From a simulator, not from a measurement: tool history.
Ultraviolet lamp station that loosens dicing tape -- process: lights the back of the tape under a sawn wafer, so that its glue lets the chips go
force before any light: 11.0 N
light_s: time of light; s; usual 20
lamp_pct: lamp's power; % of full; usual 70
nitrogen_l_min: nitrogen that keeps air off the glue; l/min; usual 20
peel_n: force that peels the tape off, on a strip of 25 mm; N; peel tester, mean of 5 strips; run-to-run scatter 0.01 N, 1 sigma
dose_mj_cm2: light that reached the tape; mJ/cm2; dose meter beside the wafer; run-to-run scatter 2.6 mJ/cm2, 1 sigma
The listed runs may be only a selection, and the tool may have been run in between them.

run 1 hour=0.0 | light_s=20 lamp_pct=70 nitrogen_l_min=20 | peel_n=1.416 dose_mj_cm2=218
run 2 hour=28.1 | light_s=20 lamp_pct=70 nitrogen_l_min=20 | peel_n=1.350 dose_mj_cm2=213
run 3 hour=73.0 | light_s=20 lamp_pct=94 nitrogen_l_min=20 | peel_n=0.765 dose_mj_cm2=281
run 4 hour=112.6 | light_s=20 lamp_pct=94 nitrogen_l_min=20 | peel_n=0.776 dose_mj_cm2=274
run 5 hour=143.1 | light_s=20 lamp_pct=94 nitrogen_l_min=20 | peel_n=0.817 dose_mj_cm2=269
run 6 hour=183.3 | light_s=20 lamp_pct=70 nitrogen_l_min=20 | peel_n=1.650 dose_mj_cm2=199
run 7 hour=213.4 | light_s=20 lamp_pct=70 nitrogen_l_min=20 | peel_n=1.667 dose_mj_cm2=195
-- hour=219.2 lamp changed
run 8 hour=262.5 | light_s=20 lamp_pct=70 nitrogen_l_min=20 | peel_n=0.588 dose_mj_cm2=304
run 9 hour=310.6 | light_s=20 lamp_pct=70 nitrogen_l_min=18 | peel_n=0.692 dose_mj_cm2=306
run 10 hour=344.5 | light_s=20 lamp_pct=95 nitrogen_l_min=18 | peel_n=0.286 dose_mj_cm2=409
run 11 hour=372.4 | light_s=20 lamp_pct=95 nitrogen_l_min=18 | peel_n=0.302 dose_mj_cm2=408
-- hour=420.6 window cleaned of glue's vapour
run 12 hour=423.7 | light_s=20 lamp_pct=95 nitrogen_l_min=18 | peel_n=0.250 dose_mj_cm2=428
run 13 hour=447.4 | light_s=20 lamp_pct=95 nitrogen_l_min=14 | peel_n=0.326 dose_mj_cm2=431
run 14 hour=480.4 | light_s=20 lamp_pct=95 nitrogen_l_min=14 | peel_n=0.323 dose_mj_cm2=424
run 15 hour=509.6 | light_s=20 lamp_pct=95 nitrogen_l_min=14 | peel_n=0.358 dose_mj_cm2=419
run 16 hour=554.0 | light_s=20 lamp_pct=70 nitrogen_l_min=20 | peel_n=0.599 dose_mj_cm2=304
run 17 hour=586.8 | light_s=20 lamp_pct=70 nitrogen_l_min=20 | peel_n=0.621 dose_mj_cm2=301
run 18 hour=611.7 | light_s=20 lamp_pct=70 nitrogen_l_min=20 | peel_n=0.637 dose_mj_cm2=297
run 19 hour=634.4 | light_s=20 lamp_pct=70 nitrogen_l_min=20 | peel_n=0.661 dose_mj_cm2=297
run 20 hour=683.2 | light_s=20 lamp_pct=70 nitrogen_l_min=20 | peel_n=0.713 dose_mj_cm2=291
run 21 hour=717.3 | light_s=20 lamp_pct=70 nitrogen_l_min=20 | peel_n=0.702 dose_mj_cm2=285
run 22 hour=768.4 | light_s=30 lamp_pct=70 nitrogen_l_min=36 | peel_n=0.136 dose_mj_cm2=416
run 23 hour=811.8 | light_s=14 lamp_pct=74 nitrogen_l_min=38 | peel_n=1.013 dose_mj_cm2=202
run 24 hour=841.9 | light_s=14 lamp_pct=74 nitrogen_l_min=38 | peel_n=1.028 dose_mj_cm2=203
run 25 hour=875.6 | light_s=19 lamp_pct=68 nitrogen_l_min=22 | peel_n=0.926 dose_mj_cm2=247
run 26 hour=912.3 | light_s=17 lamp_pct=87 nitrogen_l_min=20 | peel_n=0.764 dose_mj_cm2=282
run 27 hour=963.1 | light_s=21 lamp_pct=97 nitrogen_l_min=20 | peel_n=0.332 dose_mj_cm2=374
run 28 hour=987.3 | light_s=21 lamp_pct=97 nitrogen_l_min=9 | peel_n=0.795 dose_mj_cm2=372
run 29 hour=1039.2 | light_s=27 lamp_pct=71 nitrogen_l_min=23 | peel_n=0.389 dose_mj_cm2=343
run 30 hour=1088.5 | light_s=27 lamp_pct=71 nitrogen_l_min=23 | peel_n=0.388 dose_mj_cm2=334
run 31 hour=1133.3 | light_s=10 lamp_pct=74 nitrogen_l_min=6 | peel_n=4.783 dose_mj_cm2=125
run 32 hour=1173.6 | light_s=10 lamp_pct=74 nitrogen_l_min=6 | peel_n=5.192 dose_mj_cm2=125
run 33 hour=1209.2 | light_s=20 lamp_pct=86 nitrogen_l_min=36 | peel_n=0.434 dose_mj_cm2=291
run 34 hour=1247.5 | light_s=20 lamp_pct=86 nitrogen_l_min=36 | peel_n=0.460 dose_mj_cm2=281
run 35 hour=1288.1 | light_s=13 lamp_pct=86 nitrogen_l_min=9 | peel_n=3.053 dose_mj_cm2=173
run 36 hour=1330.4 | light_s=13 lamp_pct=86 nitrogen_l_min=9 | peel_n=3.146 dose_mj_cm2=176
run 37 hour=1372.1 | light_s=37 lamp_pct=95 nitrogen_l_min=20 | peel_n=0.108 dose_mj_cm2=541
run 38 hour=1404.6 | light_s=37 lamp_pct=95 nitrogen_l_min=20 | peel_n=0.118 dose_mj_cm2=526
-- hour=1428.4 window cleaned of glue's vapour
run 39 hour=1447.3 | light_s=37 lamp_pct=95 nitrogen_l_min=7 | peel_n=0.337 dose_mj_cm2=561
run 40 hour=1489.8 | light_s=17 lamp_pct=70 nitrogen_l_min=12 | peel_n=2.466 dose_mj_cm2=186
run 41 hour=1516.0 | light_s=20 lamp_pct=74 nitrogen_l_min=8 | peel_n=2.303 dose_mj_cm2=233
run 42 hour=1557.5 | light_s=33 lamp_pct=72 nitrogen_l_min=14 | peel_n=0.551 dose_mj_cm2=363

Branching from run 42: 5 alternative next runs. What would each branch give?
run A hour=1609.3 | light_s=20 lamp_pct=85 nitrogen_l_min=22 | peel_n=? dose_mj_cm2=?
run B hour=1609.3 | light_s=16 lamp_pct=93 nitrogen_l_min=12 | peel_n=? dose_mj_cm2=?
run C hour=1609.3 | light_s=33 lamp_pct=68 nitrogen_l_min=14 | peel_n=? dose_mj_cm2=?
run D hour=1609.3 | light_s=33 lamp_pct=97 nitrogen_l_min=9 | peel_n=? dose_mj_cm2=?
run E hour=1609.3 | light_s=27 lamp_pct=78 nitrogen_l_min=20 | peel_n=? dose_mj_cm2=?

run=A peel_n=0.890 dose_mj_cm2=249
run=B peel_n=1.851 dose_mj_cm2=218
run=C peel_n=0.665 dose_mj_cm2=334
run=D peel_n=0.408 dose_mj_cm2=475
run=E peel_n=0.567 dose_mj_cm2=310
Take away the tool's hidden state, keep each run's random variation, and the runs would have read:
run=A peel_n=0.218 dose_mj_cm2=410
run=B peel_n=0.623 dose_mj_cm2=360
run=C peel_n=0.158 dose_mj_cm2=548
run=D peel_n=0.103 dose_mj_cm2=780
run=E peel_n=0.131 dose_mj_cm2=511

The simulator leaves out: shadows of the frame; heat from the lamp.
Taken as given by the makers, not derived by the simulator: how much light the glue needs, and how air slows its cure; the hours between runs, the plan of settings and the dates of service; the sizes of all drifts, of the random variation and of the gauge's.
